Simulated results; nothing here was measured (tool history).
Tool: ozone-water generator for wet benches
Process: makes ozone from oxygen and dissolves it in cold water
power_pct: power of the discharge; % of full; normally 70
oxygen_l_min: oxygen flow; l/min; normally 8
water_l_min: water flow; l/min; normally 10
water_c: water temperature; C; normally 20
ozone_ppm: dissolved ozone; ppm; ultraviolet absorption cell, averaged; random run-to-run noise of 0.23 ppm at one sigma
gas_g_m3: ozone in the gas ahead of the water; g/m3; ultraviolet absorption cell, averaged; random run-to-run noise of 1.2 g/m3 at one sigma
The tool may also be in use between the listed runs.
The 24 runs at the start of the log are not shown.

run 25 day=107.525 | power_pct=84 oxygen_l_min=8 water_l_min=13 water_c=15 | ozone_ppm=36.4 gas_g_m3=248.7
run 26 day=111.754 | power_pct=48 oxygen_l_min=7.15 water_l_min=15 water_c=15 | ozone_ppm=20.4 gas_g_m3=156.9
run 27 day=116.488 | power_pct=70 oxygen_l_min=8 water_l_min=10 water_c=19 | ozone_ppm=32.1 gas_g_m3=210.2
run 28 day=122.125 | power_pct=70 oxygen_l_min=8 water_l_min=10 water_c=26 | ozone_ppm=27.4 gas_g_m3=209.6
-- day=124.212 contactor cleaned, once more
run 29 day=125.917 | power_pct=70 oxygen_l_min=8 water_l_min=10 water_c=20 | ozone_ppm=33.2 gas_g_m3=210.1
run 30 day=132.1 | power_pct=70 oxygen_l_min=8 water_l_min=10 water_c=20 | ozone_ppm=32.6 gas_g_m3=208.4
run 31 day=134.962 | power_pct=45 oxygen_l_min=5.66 water_l_min=6 water_c=18 | ozone_ppm=29.5 gas_g_m3=159.5
run 32 day=141.275 | power_pct=45 oxygen_l_min=5.66 water_l_min=6 water_c=18 | ozone_ppm=29.6 gas_g_m3=157.9
run 33 day=143.958 | power_pct=63 oxygen_l_min=4.61 water_l_min=10 water_c=20 | ozone_ppm=30.2 gas_g_m3=229

Each row is a separate what-if for the run after 33, all from the same tool condition, not one after another. Results?
run A day=150.217 | power_pct=45 oxygen_l_min=8 water_l_min=10 water_c=20 | ozone_ppm=? gas_g_m3=?
run B day=150.217 | power_pct=70 oxygen_l_min=10.55 water_l_min=10 water_c=20 | ozone_ppm=? gas_g_m3=?
run C day=150.217 | power_pct=63 oxygen_l_min=5.87 water_l_min=10 water_c=20 | ozone_ppm=? gas_g_m3=?

run=A ozone_ppm=22.2 gas_g_m3=141
run=B ozone_ppm=32 gas_g_m3=188.8
run=C ozone_ppm=30.1 gas_g_m3=208.5
Without the tool's hidden state the same runs would have given:
run=A ozone_ppm=23.4 gas_g_m3=146.8
run=B ozone_ppm=34.6 gas_g_m3=202.1
run=C ozone_ppm=32.3 gas_g_m3=221.8
